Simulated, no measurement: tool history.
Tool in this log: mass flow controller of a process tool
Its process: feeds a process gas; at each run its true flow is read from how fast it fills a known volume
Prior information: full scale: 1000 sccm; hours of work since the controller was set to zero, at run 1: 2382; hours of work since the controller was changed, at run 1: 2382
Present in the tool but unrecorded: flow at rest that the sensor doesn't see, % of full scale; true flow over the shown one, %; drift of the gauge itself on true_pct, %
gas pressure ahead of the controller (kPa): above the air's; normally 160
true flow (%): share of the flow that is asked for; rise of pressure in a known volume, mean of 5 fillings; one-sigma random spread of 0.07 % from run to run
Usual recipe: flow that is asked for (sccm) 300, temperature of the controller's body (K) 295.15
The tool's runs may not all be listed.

run,hour,flow that is asked for (sccm),gas pressure ahead of the controller (kPa),temperature of the controller's body (K),hours of work since the controller was set to zero,hours of work since the controller was changed,true flow (%)
1,0,300,160,295.15,2382,2382,99.26
2,125.5,300,160,304.15,2430,2430,98.28
3,213.4,300,160,304.15,2463,2463,98.3
4,400.2,300,160,304.15,2534,2534,98.33
5,493.9,473,160,304.15,2569,2569,98.53
6,691.8,473,160,304.15,2644,2644,98.49
7,788.7,208,160,295.15,2681,2681,99.22
8,884,300,160,295.15,2717,2717,99.39
9,985.7,300,160,295.15,2756,2756,99.33
10,1168.8,300,160,295.15,2825,2825,99.31
11,1364.9,300,160,295.15,2899,2899,99.27
12,1567.3,300,160,295.15,2976,2976,99.26
13,1680.8,110,160,295.15,3019,3019,99.15
14,1818.1,159,219,298.15,3071,3071,99.21
15,1989.6,467,160,295.15,3136,3136,99.38
16,2086.5,467,160,295.15,3172,3172,99.36
17,2267.3,275,258,293.15,3241,3241,100.26
18,2388.2,214,258,306.15,3286,3286,98.66
19,2571.1,277,145,297.15,3356,3356,98.98
20,2755.6,277,145,297.15,3426,3426,98.98
21,2950.6,277,145,297.15,3499,3499,98.9
22,3039.9,277,145,297.15,3533,3533,98.8

4 ways to go on from here, each from the tool as it stands after run 22. What would each give?
A,3242.7,300,145,300.15,3610,3610,?
B,3242.7,300,158,302.15,3610,3610,?
C,3242.7,181,145,294.15,3610,3610,?
D,3242.7,300,160,301.15,3610,3610,?

run,true flow (%)
A,98.6
B,98.51
C,99.04
D,98.67
Had the tool no hidden state, the same runs would have come out as:
run,true flow (%)
A,98.59
B,98.49
C,99.01
D,98.65
